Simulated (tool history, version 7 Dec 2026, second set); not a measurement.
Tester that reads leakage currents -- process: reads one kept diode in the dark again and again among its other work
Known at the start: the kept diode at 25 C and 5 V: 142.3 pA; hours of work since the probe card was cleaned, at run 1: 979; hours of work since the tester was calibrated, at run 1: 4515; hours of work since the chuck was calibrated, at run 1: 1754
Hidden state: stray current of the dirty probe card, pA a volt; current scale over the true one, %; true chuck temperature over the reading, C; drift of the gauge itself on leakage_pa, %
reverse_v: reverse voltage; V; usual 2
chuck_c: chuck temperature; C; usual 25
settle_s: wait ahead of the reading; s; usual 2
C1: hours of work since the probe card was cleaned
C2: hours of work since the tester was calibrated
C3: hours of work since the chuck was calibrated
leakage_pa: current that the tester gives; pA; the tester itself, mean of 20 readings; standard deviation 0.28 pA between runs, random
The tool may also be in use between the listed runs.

run 1 hour=0 | reverse_v=2 chuck_c=25 settle_s=2 | C1=979 C2=4515 C3=1754 | leakage_pa=105.7
run 2 hour=188.8 | reverse_v=2 chuck_c=25 settle_s=2 | C1=1079 C2=4615 C3=1854 | leakage_pa=106.99
run 3 hour=345.3 | reverse_v=2 chuck_c=25 settle_s=2 | C1=1162 C2=4698 C3=1936 | leakage_pa=107.1
run 4 hour=479.2 | reverse_v=2 chuck_c=25 settle_s=2 | C1=1233 C2=4768 C3=2007 | leakage_pa=108.44
-- hour=554.3 chuck's temperature calibrated
run 5 hour=580.7 | reverse_v=2 chuck_c=25 settle_s=2.42 | C1=1285 C2=4821 C3=14 | leakage_pa=95.02
run 6 hour=679.4 | reverse_v=2 chuck_c=25 settle_s=2 | C1=1337 C2=4873 C3=66 | leakage_pa=95.31
run 7 hour=770.2 | reverse_v=2 chuck_c=25 settle_s=2 | C1=1385 C2=4921 C3=114 | leakage_pa=95.78
run 8 hour=902 | reverse_v=2 chuck_c=25 settle_s=2 | C1=1455 C2=4991 C3=184 | leakage_pa=96.58
run 9 hour=1110.7 | reverse_v=2 chuck_c=25 settle_s=2 | C1=1565 C2=5101 C3=294 | leakage_pa=97.33
run 10 hour=1260.2 | reverse_v=2 chuck_c=25 settle_s=2 | C1=1644 C2=5180 C3=373 | leakage_pa=98.18
run 11 hour=1374.5 | reverse_v=2 chuck_c=25 settle_s=2 | C1=1704 C2=5240 C3=433 | leakage_pa=98.59
run 12 hour=1512.4 | reverse_v=2 chuck_c=25 settle_s=1.56 | C1=1777 C2=5313 C3=506 | leakage_pa=99.6
run 13 hour=1667.8 | reverse_v=5.36 chuck_c=25 settle_s=2 | C1=1859 C2=5395 C3=588 | leakage_pa=162.09
-- hour=1826.4 tester calibrated
run 14 hour=1826.4 | reverse_v=17.05 chuck_c=25 settle_s=2 | C1=1942 C2=0 C3=671 | leakage_pa=297.1
run 15 hour=2013.8 | reverse_v=17.05 chuck_c=25 settle_s=2 | C1=2041 C2=99 C3=770 | leakage_pa=301.75
run 16 hour=2132.5 | reverse_v=2 chuck_c=25 settle_s=2 | C1=2104 C2=162 C3=833 | leakage_pa=101.77
run 17 hour=2274.4 | reverse_v=2 chuck_c=24 settle_s=2 | C1=2179 C2=237 C3=907 | leakage_pa=96.09
run 18 hour=2439.6 | reverse_v=2 chuck_c=21 settle_s=2 | C1=2266 C2=324 C3=995 | leakage_pa=78.71
run 19 hour=2629.5 | reverse_v=2 chuck_c=21 settle_s=2 | C1=2366 C2=424 C3=1095 | leakage_pa=79.19
run 20 hour=2841.2 | reverse_v=2 chuck_c=21 settle_s=2 | C1=2478 C2=536 C3=1207 | leakage_pa=79.83
run 21 hour=2964.3 | reverse_v=2 chuck_c=34 settle_s=0.41 | C1=2543 C2=601 C3=1272 | leakage_pa=195.74
run 22 hour=3160.9 | reverse_v=3.98 chuck_c=31 settle_s=0.93 | C1=2647 C2=705 C3=1376 | leakage_pa=226.84
run 23 hour=3307 | reverse_v=13.1 chuck_c=31 settle_s=0.93 | C1=2724 C2=782 C3=1453 | leakage_pa=413.38
run 24 hour=3444.1 | reverse_v=9.94 chuck_c=28 settle_s=0.73 | C1=2797 C2=854 C3=1525 | leakage_pa=299.07
run 25 hour=3607.7 | reverse_v=9.94 chuck_c=28 settle_s=0.73 | C1=2883 C2=941 C3=1612 | leakage_pa=301.63
run 26 hour=3708.4 | reverse_v=3.34 chuck_c=57 settle_s=1.45 | C1=2936 C2=994 C3=1665 | leakage_pa=1059.69
-- hour=3809.6 probe card cleaned and baked
run 27 hour=3880.7 | reverse_v=2 chuck_c=25 settle_s=6.52 | C1=38 C2=1083 C3=1754 | leakage_pa=105.6
run 28 hour=4008.4 | reverse_v=2.28 chuck_c=25 settle_s=5.37 | C1=105 C2=1151 C3=1822 | leakage_pa=113.28
run 29 hour=4128.8 | reverse_v=1.39 chuck_c=27 settle_s=6.01 | C1=169 C2=1215 C3=1885 | leakage_pa=103.11
run 30 hour=4222.4 | reverse_v=1.39 chuck_c=27 settle_s=6.01 | C1=218 C2=1264 C3=1935 | leakage_pa=103.56
run 31 hour=4373.7 | reverse_v=2 chuck_c=27 settle_s=2 | C1=298 C2=1344 C3=2015 | leakage_pa=124.37
-- hour=4431.8 chuck's temperature calibrated
run 32 hour=4538.2 | reverse_v=5.71 chuck_c=47 settle_s=2 | C1=384 C2=1430 C3=56 | leakage_pa=660.27
run 33 hour=4658.1 | reverse_v=5.71 chuck_c=47 settle_s=2 | C1=447 C2=1493 C3=120 | leakage_pa=664.18
run 34 hour=4760.6 | reverse_v=5.71 chuck_c=27 settle_s=1.46 | C1=501 C2=1547 C3=174 | leakage_pa=178.08
run 35 hour=4950.5 | reverse_v=5.71 chuck_c=27 settle_s=1.46 | C1=602 C2=1647 C3=274 | leakage_pa=179.45
run 36 hour=5059.7 | reverse_v=15.91 chuck_c=31 settle_s=1.01 | C1=659 C2=1705 C3=332 | leakage_pa=390.38
run 37 hour=5260 | reverse_v=2 chuck_c=47 settle_s=2 | C1=765 C2=1811 C3=437 | leakage_pa=413.75
run 38 hour=5405.8 | reverse_v=2 chuck_c=47 settle_s=2 | C1=842 C2=1888 C3=514 | leakage_pa=415.12
run 39 hour=5526.5 | reverse_v=5.69 chuck_c=37 settle_s=0.78 | C1=906 C2=1952 C3=578 | leakage_pa=363.22

What if the next run were any one of these 4? Each begins from the tool's condition after run 39:
run A hour=5692.1 | reverse_v=2.22 chuck_c=25 settle_s=1.87 | C1=993 C2=2039 C3=666 | leakage_pa=?
run B hour=5692.1 | reverse_v=1.73 chuck_c=36 settle_s=7.13 | C1=993 C2=2039 C3=666 | leakage_pa=?
run C hour=5692.1 | reverse_v=8.44 chuck_c=33 settle_s=3.32 | C1=993 C2=2039 C3=666 | leakage_pa=?
run D hour=5692.1 | reverse_v=2 chuck_c=36 settle_s=0.69 | C1=993 C2=2039 C3=666 | leakage_pa=?

run=A leakage_pa=102.02
run=B leakage_pa=192.66
run=C leakage_pa=335.48
run=D leakage_pa=206.34
What these runs would have given with no unlogged condition in the tool:
run=A leakage_pa=97.25
run=B leakage_pa=185.93
run=C leakage_pa=319.51
run=D leakage_pa=199.06

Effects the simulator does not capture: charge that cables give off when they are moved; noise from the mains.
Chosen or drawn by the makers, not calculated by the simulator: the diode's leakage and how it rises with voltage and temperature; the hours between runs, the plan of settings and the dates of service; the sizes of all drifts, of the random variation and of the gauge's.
